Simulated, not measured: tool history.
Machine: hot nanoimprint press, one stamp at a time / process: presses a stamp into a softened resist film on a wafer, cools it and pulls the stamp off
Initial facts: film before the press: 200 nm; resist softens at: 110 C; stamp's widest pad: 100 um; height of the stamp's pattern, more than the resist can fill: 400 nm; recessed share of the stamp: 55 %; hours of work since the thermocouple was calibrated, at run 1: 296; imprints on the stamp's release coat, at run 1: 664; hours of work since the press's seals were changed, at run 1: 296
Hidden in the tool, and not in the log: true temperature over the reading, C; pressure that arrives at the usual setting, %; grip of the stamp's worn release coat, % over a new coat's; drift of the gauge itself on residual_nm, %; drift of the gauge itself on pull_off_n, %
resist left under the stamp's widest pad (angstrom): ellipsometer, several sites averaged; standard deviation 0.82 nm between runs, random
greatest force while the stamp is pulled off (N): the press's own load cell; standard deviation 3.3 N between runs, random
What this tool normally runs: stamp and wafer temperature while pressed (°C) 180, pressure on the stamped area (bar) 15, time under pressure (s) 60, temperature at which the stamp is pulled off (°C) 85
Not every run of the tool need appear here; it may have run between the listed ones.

| run | day | stamp and wafer temperature while pressed (°C) | pressure on the stamped area (bar) | time under pressure (s) | temperature at which the stamp is pulled off (°C) | hours of work since the thermocouple was calibrated | imprints on the stamp's release coat | hours of work since the press's seals were changed | resist left under the stamp's widest pad (angstrom) | greatest force while the stamp is pulled off (N) |
|---|---|---|---|---|---|---|---|---|---|---|
| 1 | 0 | 180 | 15 | 60 | 85 | 296 | 664 | 296 | 1021 | 190 |
| 2 | 0.329 | 168 | 15 | 60 | 85 | 301 | 688 | 301 | 1598 | 197 |
| 3 | 0.538 | 168 | 15 | 60 | 85 | 305 | 704 | 305 | 1583 | 197 |
| 4 | 0.738 | 180 | 15 | 60 | 85 | 308 | 719 | 308 | 1015 | 194 |
| 5 | 0.992 | 180 | 15 | 60 | 85 | 312 | 738 | 312 | 1026 | 194 |
| 6 | 1.408 | 180 | 15 | 60 | 85 | 319 | 768 | 319 | 1009 | 199 |
| 7 | 1.804 | 180 | 15 | 60 | 85 | 325 | 797 | 325 | 1014 | 193 |
| 8 | 2.154 | 180 | 15 | 60 | 85 | 331 | 823 | 331 | 1028 | 194 |
| 9 | 2.471 | 180 | 15 | 60 | 85 | 336 | 846 | 336 | 1015 | 195 |
| 10 | 2.896 | 180 | 15 | 60 | 85 | 343 | 878 | 343 | 1005 | 207 |
| 11 | 3.233 | 180 | 15 | 60 | 85 | 349 | 903 | 349 | 1028 | 205 |
| 12 | 3.425 | 180 | 15 | 76 | 85 | 352 | 917 | 352 | 931 | 206 |
| 13 | 3.662 | 180 | 15 | 76 | 85 | 356 | 934 | 356 | 920 | 217 |
| 14 | 4.088 | 180 | 15 | 76 | 85 | 363 | 966 | 363 | 927 | 198 |
| 15 | 4.35 | 179 | 15 | 60 | 85 | 367 | 985 | 367 | 1058 | 210 |
| 16 | 4.733 | 189 | 15 | 62 | 76 | 373 | 1013 | 373 | 678 | 270 |
| 17 | 5.033 | 180 | 20.6 | 60 | 85 | 378 | 1036 | 378 | 872 | 210 |
| 18 | 5.262 | 180 | 15 | 50 | 85 | 382 | 1053 | 382 | 1070 | 210 |
| 19 | 5.654 | 187 | 13.6 | 50 | 85 | 388 | 1081 | 388 | 816 | 218 |
| 20 | 5.925 | 180 | 9.6 | 60 | 80 | 392 | 1101 | 392 | 1207 | 250 |
| 21 | 6.225 | 180 | 9.6 | 60 | 80 | 397 | 1124 | 397 | 1194 | 241 |
| 22 | 6.588 | 180 | 9.6 | 60 | 82 | 403 | 1150 | 403 | 1195 | 233 |
| 23 | 6.812 | 180 | 9.6 | 60 | 82 | 407 | 1167 | 407 | 1203 | 233 |
| 24 | 7.208 | 180 | 15 | 60 | 92 | 413 | 1196 | 413 | 991 | 182 |
| 25 | 7.508 | 180 | 15 | 60 | 92 | 418 | 1218 | 418 | 993 | 178 |
| 26 | 7.771 | 183 | 15 | 82 | 86 | 422 | 1238 | 422 | 776 | 222 |
| 27 | 7.988 | 183 | 21.7 | 82 | 81 | 426 | 1254 | 426 | 649 | 250 |
| 28 | 8.283 | 181 | 11.6 | 35 | 89 | 431 | 1276 | 431 | 1271 | 209 |

Run 29 has not been measured yet. What should we expect?
| 29 | 8.608 | 181 | 11.6 | 35 | 89 | 436 | 1300 | 436 | ? | ? |

resist left under the stamp's widest pad (angstrom): 1275
greatest force while the stamp is pulled off (N): 202
The same run, on a tool lacking any hidden state, would have yielded resist left under the stamp's widest pad (angstrom) 1364, greatest force while the stamp is pulled off (N) 142.

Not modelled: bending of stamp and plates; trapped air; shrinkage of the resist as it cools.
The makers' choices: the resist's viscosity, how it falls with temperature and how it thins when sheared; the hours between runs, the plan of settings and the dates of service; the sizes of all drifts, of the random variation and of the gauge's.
